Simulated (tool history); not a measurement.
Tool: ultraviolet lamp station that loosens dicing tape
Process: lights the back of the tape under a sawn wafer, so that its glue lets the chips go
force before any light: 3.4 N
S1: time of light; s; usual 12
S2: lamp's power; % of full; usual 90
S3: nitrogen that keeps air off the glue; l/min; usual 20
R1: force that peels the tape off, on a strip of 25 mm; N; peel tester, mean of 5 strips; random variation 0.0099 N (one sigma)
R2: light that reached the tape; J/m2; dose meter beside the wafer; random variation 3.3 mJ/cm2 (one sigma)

Run 1, hour 0: usual settings. Result: R1 0.414 N, R2 5300 J/m2.
Run 2, hour 19.9: usual settings but S1 14 s. Result: R1 0.341 N, R2 6130 J/m2.
Run 3, hour 57.5: usual settings but S1 14 s. Result: R1 0.357 N, R2 6130 J/m2.
Run 4, hour 97.8: usual settings but S1 14 s. Result: R1 0.343 N, R2 6140 J/m2.
At hour 122.8: window cleaned of glue's vapour.
Run 5, hour 135.1: usual settings but S1 14 s. Result: R1 0.353 N, R2 6120 J/m2.
Run 6, hour 154.4: usual settings but S1 14 s. Result: R1 0.363 N, R2 6140 J/m2.
Run 7, hour 176.4: usual settings but S1 14 s. Result: R1 0.355 N, R2 6170 J/m2.
Run 8, hour 214.3: usual settings. Result: R1 0.42 N, R2 5270 J/m2.
Run 9, hour 247.2: usual settings. Result: R1 0.435 N, R2 5270 J/m2.
Run 10, hour 271.9: usual settings. Result: R1 0.428 N, R2 5250 J/m2.
Run 11, hour 295.6: usual settings. Result: R1 0.424 N, R2 5250 J/m2.
Run 12, hour 338.8: usual settings. Result: R1 0.414 N, R2 5270 J/m2.
Run 13, hour 362.6: usual settings but S1 7 s. Result: R1 0.87 N, R2 3070 J/m2.
Run 14, hour 382.3: usual settings but S1 7 s, S3 10 l/min. Result: R1 1.149 N, R2 3030 J/m2.
Run 15, hour 424.7: usual settings but S1 7 s, S3 10 l/min. Result: R1 1.17 N, R2 3090 J/m2.
Run 16, hour 456.2: usual settings but S1 7 s, S3 10 l/min. Result: R1 1.09 N, R2 3050 J/m2.
Run 17, hour 497.3: usual settings but S1 7 s, S3 10 l/min. Result: R1 1.175 N, R2 2990 J/m2.
Run 18, hour 542.1: usual settings but S1 17 s, S2 71 % of full, S3 10 l/min. Result: R1 0.534 N, R2 5910 J/m2.
Run 19, hour 584.4: usual settings but S2 64 % of full, S3 17 l/min. Result: R1 0.726 N, R2 3760 J/m2.
Run 20, hour 625.6: usual settings but S2 64 % of full, S3 17 l/min. Result: R1 0.73 N, R2 3710 J/m2.
At hour 654.8: window cleaned of glue's vapour.
Run 21, hour 660.1: usual settings but S2 64 % of full, S3 17 l/min. Result: R1 0.74 N, R2 3760 J/m2.
Run 22, hour 690: usual settings but S2 64 % of full, S3 17 l/min. Result: R1 0.696 N, R2 3730 J/m2.
Run 23, hour 724.4: usual settings but S2 84 % of full. Result: R1 0.463 N, R2 4900 J/m2.
Run 24, hour 748.9: usual settings but S1 8 s, S2 84 % of full, S3 11 l/min. Result: R1 1.023 N, R2 3290 J/m2.
Run 25, hour 789.5: usual settings but S1 8 s, S2 84 % of full, S3 11 l/min. Result: R1 1.02 N, R2 3290 J/m2.
Run 26, hour 809.8: usual settings but S1 9 s, S2 85 % of full. Result: R1 0.691 N, R2 3780 J/m2.
Run 27, hour 851.6: usual settings but S1 9 s, S2 67 % of full, S3 22 l/min. Result: R1 0.893 N, R2 2950 J/m2.
Run 28, hour 896.5: usual settings but S1 24 s, S3 12 l/min. Result: R1 0.269 N, R2 10600 J/m2.
Run 29, hour 924: usual settings but S1 11 s, S2 82 % of full, S3 14 l/min. Result: R1 0.662 N, R2 4480 J/m2.
Run 30, hour 960.4: usual settings but S1 18 s, S2 93 % of full, S3 23 l/min. Result: R1 0.265 N, R2 8210 J/m2.
Run 31, hour 986.4: usual settings but S1 18 s, S2 93 % of full, S3 23 l/min. Result: R1 0.268 N, R2 8180 J/m2.
Run 32, hour 1011.1: usual settings but S1 18 s, S2 93 % of full, S3 23 l/min. Result: R1 0.267 N, R2 8150 J/m2.
Run 33, hour 1032.7: usual settings but S1 6 s, S2 68 % of full, S3 21 l/min. Result: R1 1.331 N, R2 1960 J/m2.
Run 34, hour 1056.3: usual settings but S3 18 l/min. Result: R1 0.463 N, R2 5220 J/m2.

5 ways to go on from here, each from the tool as it stands after run 34. What would each give?
Run A, hour 1079.3: usual settings but S1 9 s, S3 15 l/min. Result: R1 ?, R2 ?.
Run B, hour 1079.3: usual settings but S1 7 s, S3 38 l/min. Result: R1 ?, R2 ?.
Run C, hour 1079.3: usual settings but S1 16 s, S3 10 l/min. Result: R1 ?, R2 ?.
Run D, hour 1079.3: usual settings but S1 7 s, S2 78 % of full, S3 33 l/min. Result: R1 ?, R2 ?.
Run E, hour 1079.3: usual settings but S1 10 s, S2 88 % of full, S3 7 l/min. Result: R1 ?, R2 ?.

run     R1    R2
  A  0.759  3970
  B  0.651  3090
  C  0.428  6930
  D  0.824  2680
  E  0.943  4320
Without the tool's hidden state the same runs would have given:
run     R1    R2
  A  0.756  3980
  B  0.647  3110
  C  0.426  6950
  D   0.82  2690
  E  0.939  4340
